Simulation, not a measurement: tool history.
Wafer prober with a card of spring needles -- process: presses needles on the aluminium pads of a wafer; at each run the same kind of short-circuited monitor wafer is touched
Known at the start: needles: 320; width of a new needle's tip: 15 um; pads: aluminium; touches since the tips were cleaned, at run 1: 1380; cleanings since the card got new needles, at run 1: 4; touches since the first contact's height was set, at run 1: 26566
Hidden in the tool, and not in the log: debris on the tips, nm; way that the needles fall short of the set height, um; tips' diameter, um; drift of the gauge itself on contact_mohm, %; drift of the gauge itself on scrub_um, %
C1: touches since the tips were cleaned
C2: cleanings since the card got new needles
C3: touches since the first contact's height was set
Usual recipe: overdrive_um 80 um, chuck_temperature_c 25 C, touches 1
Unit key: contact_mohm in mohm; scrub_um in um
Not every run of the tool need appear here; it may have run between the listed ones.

Run 1, hour 0.0: usual settings; C1 1380; C2 4; C3 26566. Result: contact_mohm 263 mohm, scrub_um 18.02 um.
At hour 7.2: tips cleaned on abrasive film.
Run 2, hour 10.1: usual settings; C1 1751; C2 5; C3 32634. Result: contact_mohm 290 mohm, scrub_um 18.10 um.
At hour 16.9: tips cleaned on abrasive film.
Run 3, hour 18.1: usual settings; C1 741; C2 6; C3 37422. Result: contact_mohm 266 mohm, scrub_um 17.97 um.
At hour 26.3: tips cleaned on abrasive film.
Run 4, hour 27.5: usual settings but overdrive_um 74 um; C1 742; C2 7; C3 43013. Result: contact_mohm 257 mohm, scrub_um 16.62 um.
At hour 34.0: tips cleaned on abrasive film, once more.
Run 5, hour 36.9: usual settings but overdrive_um 74 um; C1 1724; C2 8; C3 48626. Result: contact_mohm 273 mohm, scrub_um 16.53 um.
At hour 43.5: tips cleaned on abrasive film.
Run 6, hour 43.9: usual settings but overdrive_um 74 um; C1 212; C2 9; C3 52796. Result: contact_mohm 260 mohm, scrub_um 16.61 um.
At hour 53.4: tips cleaned on abrasive film.
Run 7, hour 56.2: usual settings; C1 1719; C2 10; C3 60206. Result: contact_mohm 274 mohm, scrub_um 17.92 um.
At hour 62.9: tips cleaned on abrasive film.
Run 8, hour 68.3: usual settings; C1 3298; C2 11; C3 67487. Result: contact_mohm 281 mohm, scrub_um 17.90 um.
At hour 71.9: tips cleaned on abrasive film.
Run 9, hour 77.8: usual settings; C1 3529; C2 12; C3 73121. Result: contact_mohm 283 mohm, scrub_um 17.85 um.
At hour 81.7: tips cleaned on abrasive film.
Run 10, hour 86.2: usual settings; C1 2677; C2 13; C3 78148. Result: contact_mohm 276 mohm, scrub_um 17.83 um.
At hour 91.0: tips cleaned on abrasive film.
Run 11, hour 98.7: usual settings; C1 4633; C2 14; C3 85654. Result: contact_mohm 290 mohm, scrub_um 17.80 um.
At hour 100.3: tips cleaned on abrasive film.
At hour 110.1: tips cleaned on abrasive film.
Run 12, hour 110.7: usual settings but chuck_temperature_c 75 C; C1 385; C2 16; C3 92817. Result: contact_mohm 265 mohm, scrub_um 17.81 um.
At hour 119.1: tips cleaned on abrasive film.
Run 13, hour 121.9: usual settings but chuck_temperature_c 52 C; C1 1690; C2 17; C3 99535. Result: contact_mohm 279 mohm, scrub_um 17.75 um.
At hour 128.6: tips cleaned on abrasive film.
Run 14, hour 131.7: usual settings but chuck_temperature_c 52 C; C1 1858; C2 18; C3 105410. Result: contact_mohm 278 mohm, scrub_um 17.76 um.
At hour 137.8: tips cleaned on abrasive film.
Run 15, hour 138.5: usual settings but touches 2; C1 410; C2 19; C3 109423. Result: contact_mohm 253 mohm, scrub_um 17.74 um.
At hour 147.4: tips cleaned on abrasive film.
Run 16, hour 149.0: usual settings but touches 2; C1 1003; C2 20; C3 115751. Result: contact_mohm 259 mohm, scrub_um 17.70 um.
At hour 157.3: tips cleaned on abrasive film.
Run 17, hour 163.5: usual settings but touches 2; C1 3775; C2 21; C3 124456. Result: contact_mohm 271 mohm, scrub_um 17.67 um.
At hour 166.8: tips cleaned on abrasive film.
At hour 175.9: tips cleaned on abrasive film.
Run 18, hour 175.9: usual settings but overdrive_um 77 um, chuck_temperature_c 99 C; C1 0; C2 23; C3 131824. Result: contact_mohm 273 mohm, scrub_um 16.90 um.
At hour 185.0: tips cleaned on abrasive film.
Run 19, hour 185.0: usual settings but overdrive_um 77 um, chuck_temperature_c 99 C; C1 0; C2 24; C3 137257. Result: contact_mohm 268 mohm, scrub_um 17.00 um.
At hour 194.3: tips cleaned on abrasive film.
Run 20, hour 197.4: usual settings but chuck_temperature_c 33 C; C1 1837; C2 25; C3 144694. Result: contact_mohm 274 mohm, scrub_um 17.54 um.
At hour 203.3: tips cleaned on abrasive film.
Run 21, hour 203.3: usual settings but chuck_temperature_c 33 C; C1 0; C2 26; C3 148260. Result: contact_mohm 249 mohm, scrub_um 17.56 um.
Run 22, hour 210.0: usual settings but chuck_temperature_c 105 C; C1 4029; C2 26; C3 152289. Result: contact_mohm 301 mohm, scrub_um 17.52 um.

Predict the results of run 23:
At hour 212.9: tips cleaned on abrasive film.
At hour 222.5: tips cleaned on abrasive film.
Run 23, hour 222.5: usual settings but overdrive_um 91 um, chuck_temperature_c 63 C, touches 2; C1 43; C2 28; C3 159752. Result: contact_mohm ?, scrub_um ?.

contact_mohm: 259 mohm
scrub_um: 20.02 um
If the tool had no hidden condition, the same run with the same run-to-run variation would have returned contact_mohm 256 mohm, scrub_um 20.69 um.
